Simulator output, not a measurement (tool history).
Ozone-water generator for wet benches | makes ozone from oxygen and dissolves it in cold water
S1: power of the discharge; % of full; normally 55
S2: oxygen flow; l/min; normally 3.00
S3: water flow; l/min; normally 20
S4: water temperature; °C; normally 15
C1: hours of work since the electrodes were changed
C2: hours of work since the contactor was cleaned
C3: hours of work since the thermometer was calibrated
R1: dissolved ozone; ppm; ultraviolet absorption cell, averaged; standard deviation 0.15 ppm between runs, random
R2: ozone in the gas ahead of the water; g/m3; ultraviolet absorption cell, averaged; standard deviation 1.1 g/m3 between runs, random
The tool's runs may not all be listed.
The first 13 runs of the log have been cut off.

run	hour	S1	S2	S3	S4	C1	C2	C3	R1	R2
14	240.3	55	3.00	20	15	642	3846	3462	18.7	209.6
15	257.7	55	3.00	20	15	655	3859	3475	18.4	210.9
16	273.8	55	3.00	20	15	667	3871	3487	18.5	212.5
17	296.7	55	3.00	20	15	684	3888	3504	18.5	212.2
18	323.5	55	3.00	20	15	704	3908	3524	18.3	212.9
# hour 344.9: gauge calibrated
19	347.6	55	5.09	17	9	722	3925	3542	25.6	170.5
20	362.7	80	3.32	29	10	733	3937	3553	19.6	269.7
21	392.2	67	3.56	20	13	755	3958	3575	23.3	226.9
22	409.9	67	3.56	20	13	768	3971	3588	23.3	228.6
23	440.7	55	4.23	14	15	790	3994	3610	26.2	182.2
24	462.4	95	3.00	20	11	806	4010	3626	30.1	322.1
25	493.0	59	3.86	29	10	829	4033	3649	16.2	202.4
26	513.3	54	2.73	29	21	844	4048	3664	12.3	213.7
27	542.6	54	2.73	29	21	866	4070	3686	12.5	215.2
28	567.9	55	3.00	20	15	884	4088	3705	18.9	210.2
29	594.0	55	3.00	20	15	904	4108	3724	19.1	210.5
30	618.0	84	2.14	15	20	922	4125	3742	28.5	338.7
31	646.1	84	5.09	16	20	942	4146	3762	31.8	247.4
32	662.7	85	4.42	18	15	955	4158	3775	31.8	258.7
33	680.1	55	1.75	20	15	967	4171	3788	15.4	263.1

What if the next run were any one of these 4? Each begins from the tool's condition after run 33:
A	697.9	55	1.75	19	15	981	4184	3801	?	?
B	697.9	55	1.70	20	15	981	4184	3801	?	?
C	697.9	55	1.75	14	15	981	4184	3801	?	?
D	697.9	55	1.75	20	8	981	4184	3801	?	?

run	R1	R2
A	16.0	262.9
B	15.0	267.0
C	20.8	259.8
D	15.8	263.7
Had the tool no hidden state, the same runs would have come out as:
run	R1	R2
A	16.0	255.1
B	15.0	259.1
C	20.8	252.1
D	15.8	255.9
